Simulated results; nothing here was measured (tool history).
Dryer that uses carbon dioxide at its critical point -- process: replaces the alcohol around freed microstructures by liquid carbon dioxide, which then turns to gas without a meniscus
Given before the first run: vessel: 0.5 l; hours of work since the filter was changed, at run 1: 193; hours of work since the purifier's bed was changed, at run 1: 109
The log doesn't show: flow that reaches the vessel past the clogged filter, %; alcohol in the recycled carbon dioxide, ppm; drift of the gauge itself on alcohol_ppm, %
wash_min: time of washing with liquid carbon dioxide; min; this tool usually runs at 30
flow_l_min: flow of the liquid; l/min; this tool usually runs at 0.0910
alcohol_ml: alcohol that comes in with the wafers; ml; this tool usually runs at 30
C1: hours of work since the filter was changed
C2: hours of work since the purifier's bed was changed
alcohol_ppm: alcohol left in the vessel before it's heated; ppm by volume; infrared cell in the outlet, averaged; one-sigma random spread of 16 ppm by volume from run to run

run 1 hour=0.0 | wash_min=30 flow_l_min=0.0910 alcohol_ml=30 | C1=193 C2=109 | alcohol_ppm=1126
run 2 hour=5.5 | wash_min=30 flow_l_min=0.0910 alcohol_ml=30 | C1=196 C2=113 | alcohol_ppm=1146
run 3 hour=14.6 | wash_min=30 flow_l_min=0.0910 alcohol_ml=30 | C1=203 C2=120 | alcohol_ppm=1159
run 4 hour=22.7 | wash_min=30 flow_l_min=0.0910 alcohol_ml=30 | C1=209 C2=125 | alcohol_ppm=1169
run 5 hour=29.9 | wash_min=30 flow_l_min=0.0910 alcohol_ml=30 | C1=214 C2=131 | alcohol_ppm=1153
run 6 hour=35.3 | wash_min=30 flow_l_min=0.0910 alcohol_ml=39 | C1=218 C2=134 | alcohol_ppm=1546
run 7 hour=42.4 | wash_min=30 flow_l_min=0.0910 alcohol_ml=39 | C1=223 C2=139 | alcohol_ppm=1549
run 8 hour=50.4 | wash_min=30 flow_l_min=0.0910 alcohol_ml=39 | C1=228 C2=145 | alcohol_ppm=1538
run 9 hour=56.6 | wash_min=30 flow_l_min=0.0910 alcohol_ml=39 | C1=233 C2=149 | alcohol_ppm=1521
run 10 hour=61.1 | wash_min=30 flow_l_min=0.0910 alcohol_ml=52 | C1=236 C2=153 | alcohol_ppm=2015
run 11 hour=71.8 | wash_min=30 flow_l_min=0.0910 alcohol_ml=52 | C1=243 C2=160 | alcohol_ppm=2061
run 12 hour=79.1 | wash_min=30 flow_l_min=0.0910 alcohol_ml=40 | C1=249 C2=165 | alcohol_ppm=1608
run 13 hour=83.4 | wash_min=30 flow_l_min=0.0910 alcohol_ml=40 | C1=252 C2=168 | alcohol_ppm=1596
run 14 hour=89.0 | wash_min=30 flow_l_min=0.0910 alcohol_ml=40 | C1=256 C2=172 | alcohol_ppm=1554
run 15 hour=95.9 | wash_min=30 flow_l_min=0.0910 alcohol_ml=30 | C1=261 C2=177 | alcohol_ppm=1197
run 16 hour=104.3 | wash_min=30 flow_l_min=0.1183 alcohol_ml=30 | C1=266 C2=183 | alcohol_ppm=419
run 17 hour=108.7 | wash_min=30 flow_l_min=0.1183 alcohol_ml=30 | C1=270 C2=186 | alcohol_ppm=445
run 18 hour=115.6 | wash_min=37 flow_l_min=0.0959 alcohol_ml=46 | C1=274 C2=191 | alcohol_ppm=603
run 19 hour=122.4 | wash_min=37 flow_l_min=0.0838 alcohol_ml=46 | C1=279 C2=196 | alcohol_ppm=1079
run 20 hour=129.9 | wash_min=28 flow_l_min=0.0638 alcohol_ml=48 | C1=285 C2=201 | alcohol_ppm=7054
run 21 hour=136.1 | wash_min=28 flow_l_min=0.0638 alcohol_ml=48 | C1=289 C2=206 | alcohol_ppm=7102
run 22 hour=143.8 | wash_min=20 flow_l_min=0.1132 alcohol_ml=37 | C1=294 C2=211 | alcohol_ppm=3002
run 23 hour=148.3 | wash_min=20 flow_l_min=0.1132 alcohol_ml=37 | C1=298 C2=214 | alcohol_ppm=3056
run 24 hour=158.5 | wash_min=31 flow_l_min=0.1494 alcohol_ml=56 | C1=305 C2=222 | alcohol_ppm=225
run 25 hour=169.2 | wash_min=31 flow_l_min=0.1494 alcohol_ml=56 | C1=313 C2=229 | alcohol_ppm=223
run 26 hour=175.4 | wash_min=27 flow_l_min=0.1045 alcohol_ml=56 | C1=317 C2=234 | alcohol_ppm=2114
run 27 hour=181.9 | wash_min=27 flow_l_min=0.0733 alcohol_ml=56 | C1=321 C2=238 | alcohol_ppm=6328
run 28 hour=187.2 | wash_min=27 flow_l_min=0.0733 alcohol_ml=56 | C1=325 C2=242 | alcohol_ppm=6495
run 29 hour=194.4 | wash_min=30 flow_l_min=0.0610 alcohol_ml=24 | C1=330 C2=247 | alcohol_ppm=3385
run 30 hour=201.0 | wash_min=30 flow_l_min=0.0610 alcohol_ml=24 | C1=335 C2=252 | alcohol_ppm=3433
run 31 hour=210.6 | wash_min=24 flow_l_min=0.0691 alcohol_ml=69 | C1=342 C2=259 | alcohol_ppm=12748
run 32 hour=219.2 | wash_min=20 flow_l_min=0.0691 alcohol_ml=69 | C1=348 C2=265 | alcohol_ppm=18791
run 33 hour=228.3 | wash_min=20 flow_l_min=0.0691 alcohol_ml=69 | C1=354 C2=271 | alcohol_ppm=18911

5 options for the next run, each taken on its own from the tool as it stands now. Forecast them:
run A hour=233.4 | wash_min=20 flow_l_min=0.1058 alcohol_ml=30 | C1=358 C2=275 | alcohol_ppm=?
run B hour=233.4 | wash_min=20 flow_l_min=0.0691 alcohol_ml=21 | C1=358 C2=275 | alcohol_ppm=?
run C hour=233.4 | wash_min=20 flow_l_min=0.1210 alcohol_ml=69 | C1=358 C2=275 | alcohol_ppm=?
run D hour=233.4 | wash_min=39 flow_l_min=0.0591 alcohol_ml=107 | C1=358 C2=275 | alcohol_ppm=?
run E hour=233.4 | wash_min=20 flow_l_min=0.0638 alcohol_ml=69 | C1=358 C2=275 | alcohol_ppm=?

run=A alcohol_ppm=3020
run=B alcohol_ppm=5683
run=C alcohol_ppm=4648
run=D alcohol_ppm=7575
run=E alcohol_ppm=21862
Had the tool no hidden state, the same runs would have come out as:
run=A alcohol_ppm=2504
run=B alcohol_ppm=5026
run=C alcohol_ppm=3790
run=D alcohol_ppm=6215
run=E alcohol_ppm=19632

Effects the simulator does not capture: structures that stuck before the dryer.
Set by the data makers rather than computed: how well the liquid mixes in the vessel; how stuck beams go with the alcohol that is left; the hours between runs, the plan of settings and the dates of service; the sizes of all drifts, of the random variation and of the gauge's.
